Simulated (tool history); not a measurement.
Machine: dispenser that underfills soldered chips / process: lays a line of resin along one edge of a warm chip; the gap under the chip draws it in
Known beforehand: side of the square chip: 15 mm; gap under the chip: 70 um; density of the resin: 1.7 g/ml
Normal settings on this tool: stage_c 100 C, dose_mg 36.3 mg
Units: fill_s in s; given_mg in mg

run,hour,stage_c,dose_mg,fill_s,given_mg
1,0,100,36.3,101,35.22
2,3.5,100,36.3,113.7,35.62
3,10.2,100,36.3,104.1,35.31
4,16.7,112,36.3,70,35.78
5,20,112,40.4,77.2,39.72
6,25.8,100,39.2,94.3,38.38
7,32,98,39.2,125.5,38.49
8,38.3,98,39.2,114.1,37.89
9,42.6,98,39.2,133.2,37.99
10,50.5,98,39.2,117.1,39.25
11,56.8,98,39.2,111.3,39.38
12,62.4,98,39.2,97.8,39.1
13,68.1,98,39.2,121.9,39.18
14,74.5,98,39.2,107.7,38.65
15,81.6,98,39.2,101.7,38.65
16,85.5,100,36.3,116.1,35.9
17,92,100,33.3,105.5,32.9
18,96.1,100,33.3,122,32.67
19,103.5,105,35,98.2,34.61
20,110.2,100,35.9,106.5,35.19
21,113.2,90,41.1,154.2,40.18
22,117.5,90,41.1,122.7,40.41
23,123.3,89,41.3,159.9,40.34
24,126.9,96,42.3,107.5,41.4
25,130.3,95,36,130.4,35.22
26,133.7,87,36.1,188.4,35.23
27,139.1,87,36.1,162.8,34.99
28,142.9,100,40.7,124.9,39.65
29,148.5,100,40.7,107.5,39.56
30,152.7,109,36.3,73.4,35.35
31,159.2,96,45.9,130.3,44.69
32,166.6,86,44.2,157.9,44.07
33,170.4,86,44.2,182.7,44.23
34,177.9,86,44.2,166.7,43.85
35,181.6,86,44.2,140.4,43.96
36,185,86,44.2,156.1,44.29

Missing from the log above: 22 entries noted between runs. For each, name the pair of listed runs it sits between and say how the tool's hidden condition differs from the listed run just before to the listed run just after:
Runs 2 to 3: new syringe of resin (hour 6.4)
  resin's viscosity, % of fresh resin's: 124.9 -> 113.8; dose that the valve gives, % of what is set: 98.22 -> 98.06; true chip temperature over the reading, C: -1.18 -> -1.21
  difference, measured minus the result without the unlogged condition, fill_s: +26 -> +16.1 s; given_mg: -0.65 -> -0.7 mg
Runs 3 to 4: new syringe of resin (hour 15.8)
  resin's viscosity, % of fresh resin's: 113.8 -> 103.8; dose that the valve gives, % of what is set: 98.06 -> 97.9; true chip temperature over the reading, C: -1.21 -> -1.23
  difference, measured minus the result without the unlogged condition, fill_s: +16.1 -> +5 s; given_mg: -0.7 -> -0.77 mg
Runs 5 to 6: new syringe of resin (hour 24.9)
  resin's viscosity, % of fresh resin's: 117.9 -> 102.2; dose that the valve gives, % of what is set: 97.81 -> 97.65; true chip temperature over the reading, C: -1.25 -> -1.27
  difference, measured minus the result without the unlogged condition, fill_s: +13.9 -> +5.7 s; given_mg: -0.89 -> -0.92 mg
Runs 7 to 8: new syringe of resin (hour 34.1)
  resin's viscosity, % of fresh resin's: 129.7 -> 117.6; dose that the valve gives, % of what is set: 97.49 -> 97.33; true chip temperature over the reading, C: -1.3 -> -1.33
  difference, measured minus the result without the unlogged condition, fill_s: +32.7 -> +21 s; given_mg: -0.99 -> -1.03 mg
Runs 9 to 10: new syringe of resin (hour 43.5); dispensing valve cleaned and set on the balance (hour 45.3)
  resin's viscosity, % of fresh resin's: 138.3 -> 124.1; dose that the valve gives, % of what is set: 97.22 -> 99.73; true chip temperature over the reading, C: -1.34 -> -1.37
  difference, measured minus the result without the unlogged condition, fill_s: +40.9 -> +26.3 s; given_mg: -1.09 -> -0.1 mg
Runs 10 to 11: new syringe of resin (hour 53.3)
  resin's viscosity, % of fresh resin's: 124.1 -> 115.1; dose that the valve gives, % of what is set: 99.73 -> 99.57; true chip temperature over the reading, C: -1.37 -> -1.4
  difference, measured minus the result without the unlogged condition, fill_s: +26.3 -> +18.5 s; given_mg: -0.1 -> -0.17 mg
Runs 11 to 12: new syringe of resin (hour 62.4)
  resin's viscosity, % of fresh resin's: 115.1 -> 99.8; dose that the valve gives, % of what is set: 99.57 -> 99.44; true chip temperature over the reading, C: -1.4 -> -1.42
  difference, measured minus the result without the unlogged condition, fill_s: +18.5 -> +3.8 s; given_mg: -0.17 -> -0.22 mg
Runs 13 to 14: new syringe of resin (hour 71.3)
  resin's viscosity, % of fresh resin's: 124.4 -> 111.9; dose that the valve gives, % of what is set: 99.29 -> 99.15; true chip temperature over the reading, C: -1.45 -> -1.48
  difference, measured minus the result without the unlogged condition, fill_s: +27.9 -> +15.5 s; given_mg: -0.28 -> -0.33 mg
Runs 14 to 15: new syringe of resin (hour 80.3)
  resin's viscosity, % of fresh resin's: 111.9 -> 104.7; dose that the valve gives, % of what is set: 99.15 -> 98.94; true chip temperature over the reading, C: -1.48 -> -1.51
  difference, measured minus the result without the unlogged condition, fill_s: +15.5 -> +8.7 s; given_mg: -0.33 -> -0.41 mg
Runs 16 to 17: new syringe of resin (hour 89.5)
  resin's viscosity, % of fresh resin's: 121.5 -> 108.7; dose that the valve gives, % of what is set: 98.84 -> 98.68; true chip temperature over the reading, C: -1.53 -> -1.55
  difference, measured minus the result without the unlogged condition, fill_s: +24.7 -> +12.9 s; given_mg: -0.42 -> -0.43 mg
Runs 18 to 19: new syringe of resin (hour 98.4)
  resin's viscosity, % of fresh resin's: 127.3 -> 120.8; dose that the valve gives, % of what is set: 98.58 -> 98.38; true chip temperature over the reading, C: -1.57 -> -1.6
  difference, measured minus the result without the unlogged condition, fill_s: +30.6 -> +20.7 s; given_mg: -0.48 -> -0.56 mg
Runs 19 to 20: new syringe of resin (hour 107.4)
  resin's viscosity, % of fresh resin's: 120.8 -> 113.3; dose that the valve gives, % of what is set: 98.38 -> 98.22; true chip temperature over the reading, C: -1.6 -> -1.63
  difference, measured minus the result without the unlogged condition, fill_s: +20.7 -> +17 s; given_mg: -0.56 -> -0.64 mg
Runs 21 to 22: new syringe of resin (hour 116.3)
  resin's viscosity, % of fresh resin's: 127.1 -> 102.5; dose that the valve gives, % of what is set: 98.14 -> 98.03; true chip temperature over the reading, C: -1.64 -> -1.66
  difference, measured minus the result without the unlogged condition, fill_s: +38.8 -> +9 s; given_mg: -0.76 -> -0.81 mg
Runs 23 to 24: new syringe of resin (hour 125.5)
  resin's viscosity, % of fresh resin's: 128.2 -> 105.7; dose that the valve gives, % of what is set: 97.88 -> 97.79; true chip temperature over the reading, C: -1.69 -> -1.7
  difference, measured minus the result without the unlogged condition, fill_s: +41.4 -> +10.9 s; given_mg: -0.87 -> -0.94 mg
Runs 26 to 27: new syringe of resin (hour 134.7)
  resin's viscosity, % of fresh resin's: 137.3 -> 118.4; dose that the valve gives, % of what is set: 97.6 -> 97.47; true chip temperature over the reading, C: -1.73 -> -1.75
  difference, measured minus the result without the unlogged condition, fill_s: +59 -> +33.2 s; given_mg: -0.87 -> -0.91 mg
Runs 28 to 29: new syringe of resin (hour 143.7)
  resin's viscosity, % of fresh resin's: 137.3 -> 119.3; dose that the valve gives, % of what is set: 97.37 -> 97.22; true chip temperature over the reading, C: -1.77 -> -1.79
  difference, measured minus the result without the unlogged condition, fill_s: +38.6 -> +22.1 s; given_mg: -1.08 -> -1.13 mg
Runs 29 to 30: new syringe of resin (hour 152.7)
  resin's viscosity, % of fresh resin's: 119.3 -> 99.7; dose that the valve gives, % of what is set: 97.22 -> 97.11; true chip temperature over the reading, C: -1.79 -> -1.81
  difference, measured minus the result without the unlogged condition, fill_s: +22.1 -> +3.7 s; given_mg: -1.13 -> -1.05 mg
Runs 31 to 32: new syringe of resin (hour 161.6); dispensing valve cleaned and set on the balance (hour 163.5)
  resin's viscosity, % of fresh resin's: 128.1 -> 116; dose that the valve gives, % of what is set: 96.92 -> 100.31; true chip temperature over the reading, C: -1.84 -> -1.86
  difference, measured minus the result without the unlogged condition, fill_s: +33.9 -> +29.1 s; given_mg: -1.42 -> +0.14 mg
Runs 33 to 34: new syringe of resin (hour 171.7)
  resin's viscosity, % of fresh resin's: 134.3 -> 126.7; dose that the valve gives, % of what is set: 100.21 -> 100.02; true chip temperature over the reading, C: -1.88 -> -1.91
  difference, measured minus the result without the unlogged condition, fill_s: +54.1 -> +42.4 s; given_mg: +0.1 -> +0.01 mg
Runs 34 to 35: new syringe of resin (hour 181.1)
  resin's viscosity, % of fresh resin's: 126.7 -> 101.8; dose that the valve gives, % of what is set: 100.02 -> 99.93; true chip temperature over the reading, C: -1.91 -> -1.93
  difference, measured minus the result without the unlogged condition, fill_s: +42.4 -> +10.1 s; given_mg: +0.01 -> -0.03 mg
